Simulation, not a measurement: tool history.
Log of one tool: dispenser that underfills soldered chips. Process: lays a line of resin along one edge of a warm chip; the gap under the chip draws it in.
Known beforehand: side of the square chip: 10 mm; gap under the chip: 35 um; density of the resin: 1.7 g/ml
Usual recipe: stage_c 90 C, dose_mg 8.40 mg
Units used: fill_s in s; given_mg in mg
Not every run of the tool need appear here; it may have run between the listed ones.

run	hour	stage_c	dose_mg	fill_s	given_mg
1	0.0	90	8.40	107.6	8.07
2	2.8	94	8.40	102.2	7.97
3	6.6	90	8.40	144.7	8.01
# hour 11.6: new syringe of resin
4	12.3	90	8.40	95.4	8.07
5	15.8	90	8.40	108.1	7.96
6	19.0	90	9.86	124.3	9.49
7	23.8	90	9.86	153.1	9.39
# hour 27.1: new syringe of resin
8	28.4	90	8.40	96.9	8.00
# hour 30.4: dispensing valve cleaned and set on the balance
9	33.2	90	8.40	112.7	8.44
10	37.3	90	8.40	134.4	8.46
11	42.1	90	8.40	164.2	8.34
# hour 43.7: new syringe of resin
12	47.6	90	8.40	108.5	8.33
13	51.3	90	8.40	123.6	8.37
14	55.7	90	8.40	152.0	8.41
15	58.6	90	8.40	175.4	8.32
# hour 59.2: new syringe of resin
16	63.6	90	8.40	108.7	8.31
17	66.5	90	10.57	121.9	10.43
18	70.6	90	8.40	147.8	8.27
19	72.9	90	8.40	168.1	8.37
# hour 74.6: new syringe of resin
20	75.6	81	10.17	136.9	10.01
21	80.6	81	10.17	172.5	10.18
22	84.0	81	10.17	197.0	10.10
23	89.4	86	8.26	204.4	8.13
# hour 90.1: new syringe of resin
24	92.4	86	8.26	119.7	8.20
25	95.0	79	8.87	181.8	8.62
26	100.5	105	8.72	77.6	8.59
# hour 105.7: new syringe of resin
27	106.3	105	8.72	51.6	8.49
28	108.8	105	8.24	57.4	8.05
29	113.7	90	8.43	131.9	8.27

For run 30, what comes out?
30	117.0	90	8.43	?	?

{"run 30": {"fill_s": 150.8, "given_mg": 8.16}}
If the tool had no hidden condition, the same run with the same run-to-run variation would have returned fill_s 88.0 s, given_mg 8.36 mg.
